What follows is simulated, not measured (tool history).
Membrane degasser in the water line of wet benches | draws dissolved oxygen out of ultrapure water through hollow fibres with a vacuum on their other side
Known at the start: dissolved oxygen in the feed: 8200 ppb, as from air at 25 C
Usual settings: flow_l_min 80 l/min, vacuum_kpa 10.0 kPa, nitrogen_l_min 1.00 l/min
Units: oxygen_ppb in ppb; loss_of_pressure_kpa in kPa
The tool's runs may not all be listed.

| run | hour | flow_l_min | vacuum_kpa | nitrogen_l_min | oxygen_ppb | loss_of_pressure_kpa |
|---|---|---|---|---|---|---|
| 1 | 0.0 | 80 | 10.0 | 1.00 | 970.6 | 53.99 |
| 2 | 146.9 | 80 | 10.0 | 1.00 | 959.6 | 54.34 |
| 3 | 240.9 | 80 | 10.0 | 1.00 | 972.4 | 54.75 |
| 4 | 334.1 | 80 | 10.0 | 1.00 | 972.3 | 54.57 |
| 5 | 428.3 | 80 | 10.0 | 1.00 | 966.6 | 54.58 |
| 6 | 613.4 | 104 | 10.0 | 1.00 | 1192.7 | 70.40 |
| 7 | 710.1 | 80 | 8.5 | 1.00 | 792.9 | 54.45 |
| 8 | 840.0 | 80 | 7.0 | 1.00 | 614.5 | 53.71 |
| 9 | 924.7 | 80 | 7.0 | 1.00 | 616.8 | 54.46 |
| 10 | 1067.1 | 80 | 7.0 | 1.00 | 627.4 | 54.38 |
| 11 | 1190.3 | 80 | 9.7 | 1.20 | 850.2 | 53.88 |
| 12 | 1295.2 | 91 | 9.4 | 0.64 | 1232.2 | 61.47 |
| 13 | 1414.1 | 89 | 22.8 | 0.64 | 2956.8 | 59.90 |
| 14 | 1518.1 | 62 | 21.1 | 0.58 | 2358.8 | 41.50 |
| 15 | 1624.4 | 97 | 10.5 | 0.58 | 1529.8 | 65.08 |
| 16 | 1767.6 | 80 | 11.5 | 1.53 | 883.8 | 53.72 |
| 17 | 1902.8 | 64 | 10.0 | 1.29 | 692.3 | 43.16 |

Forecast each of these 5 alternatives for the next run:
| A | 2000.0 | 115 | 21.7 | 1.05 | ? | ? |
| B | 2000.0 | 52 | 10.0 | 1.00 | ? | ? |
| C | 2000.0 | 64 | 17.6 | 2.30 | ? | ? |
| D | 2000.0 | 62 | 6.7 | 0.59 | ? | ? |
| E | 2000.0 | 64 | 23.7 | 2.75 | ? | ? |

| run | oxygen_ppb | loss_of_pressure_kpa |
|---|---|---|
| A | 2578.0 | 76.71 |
| B | 671.4 | 34.97 |
| C | 857.7 | 42.82 |
| D | 612.1 | 41.88 |
| E | 1012.2 | 43.15 |
Without the tool's hidden state the same runs would have given:
| run | oxygen_ppb | loss_of_pressure_kpa |
|---|---|---|
| A | 2576.8 | 77.77 |
| B | 670.7 | 35.44 |
| C | 856.9 | 43.40 |
| D | 611.0 | 42.45 |
| E | 1011.5 | 43.74 |
